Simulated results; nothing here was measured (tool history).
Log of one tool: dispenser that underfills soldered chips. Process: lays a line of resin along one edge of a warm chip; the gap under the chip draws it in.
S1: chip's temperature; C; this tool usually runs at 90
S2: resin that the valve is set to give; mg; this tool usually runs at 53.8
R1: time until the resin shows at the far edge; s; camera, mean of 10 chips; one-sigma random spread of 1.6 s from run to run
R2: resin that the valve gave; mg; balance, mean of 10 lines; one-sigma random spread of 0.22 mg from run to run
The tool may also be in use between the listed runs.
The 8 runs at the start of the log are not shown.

run	hour	S1	S2	R1	R2
# hour 86.6: new syringe of resin
# hour 97.8: new syringe of resin
9	99.0	90	53.8	181.8	50.75
# hour 107.9: new syringe of resin
10	110.3	90	53.8	195.7	50.25
# hour 118.4: dispensing valve cleaned and set on the balance
# hour 119.4: new syringe of resin
11	122.6	90	53.8	202.5	53.49
# hour 130.0: new syringe of resin
12	135.5	90	53.8	245.8	53.55
# hour 140.3: new syringe of resin
# hour 150.4: new syringe of resin
13	151.3	90	53.8	175.5	52.87
# hour 161.7: new syringe of resin
14	164.4	90	53.8	201.3	52.07
# hour 171.9: new syringe of resin
15	172.0	79	53.8	264.8	52.52
# hour 182.3: new syringe of resin
16	184.1	79	59.7	294.1	57.66
# hour 193.3: new syringe of resin
17	197.9	79	59.7	363.8	57.51
# hour 203.9: new syringe of resin
18	213.1	79	59.7	492.0	56.81
# hour 214.3: new syringe of resin
# hour 224.8: new syringe of resin
19	225.8	90	56.1	182.1	52.87
20	232.9	77	65.7	505.1	61.60
# hour 235.8: new syringe of resin
21	244.7	93	48.6	290.6	45.08
# hour 246.1: new syringe of resin
# hour 256.4: dispensing valve cleaned and set on the balance
# hour 257.4: new syringe of resin
22	258.6	75	67.6	346.5	67.77
# hour 267.9: new syringe of resin
23	269.1	82	51.9	254.7	51.85
# hour 278.2: new syringe of resin
24	282.0	102	50.0	142.5	49.63
# hour 289.1: new syringe of resin
25	290.3	87	59.7	207.1	59.22
# hour 299.2: new syringe of resin
26	305.8	98	52.2	206.5	51.27
# hour 310.0: new syringe of resin
27	319.0	98	52.2	240.3	50.82
# hour 321.3: new syringe of resin
# hour 331.6: new syringe of resin
28	331.6	98	52.2	125.6	50.61
# hour 342.0: new syringe of resin
29	346.7	98	52.2	173.1	49.94
# hour 352.2: new syringe of resin
30	360.9	81	65.5	453.0	62.28
# hour 362.9: new syringe of resin
31	367.9	79	65.5	376.5	61.67
# hour 374.2: new syringe of resin
32	379.0	79	65.5	383.3	61.58
# hour 385.5: new syringe of resin
33	387.7	79	46.9	338.2	44.01

Consider 3 possible next runs. They are alternatives, not a sequence: every one starts from the tool as it was left by run 33. What does each give?
# hour 394.3: dispensing valve cleaned and set on the balance
# hour 397.3: new syringe of resin
A	399.4	101	53.8	?	?
# hour 394.3: dispensing valve cleaned and set on the balance
# hour 397.3: new syringe of resin
B	399.4	104	65.0	?	?
# hour 394.3: dispensing valve cleaned and set on the balance
# hour 397.3: new syringe of resin
C	399.4	81	66.6	?	?

run	R1	R2
A	129.5	53.80
B	115.2	64.76
C	282.4	66.38
Stripped of hidden state, with their random variation kept, the same runs would have yielded:
run	R1	R2
A	104.2	53.98
B	92.9	64.99
C	225.3	66.61
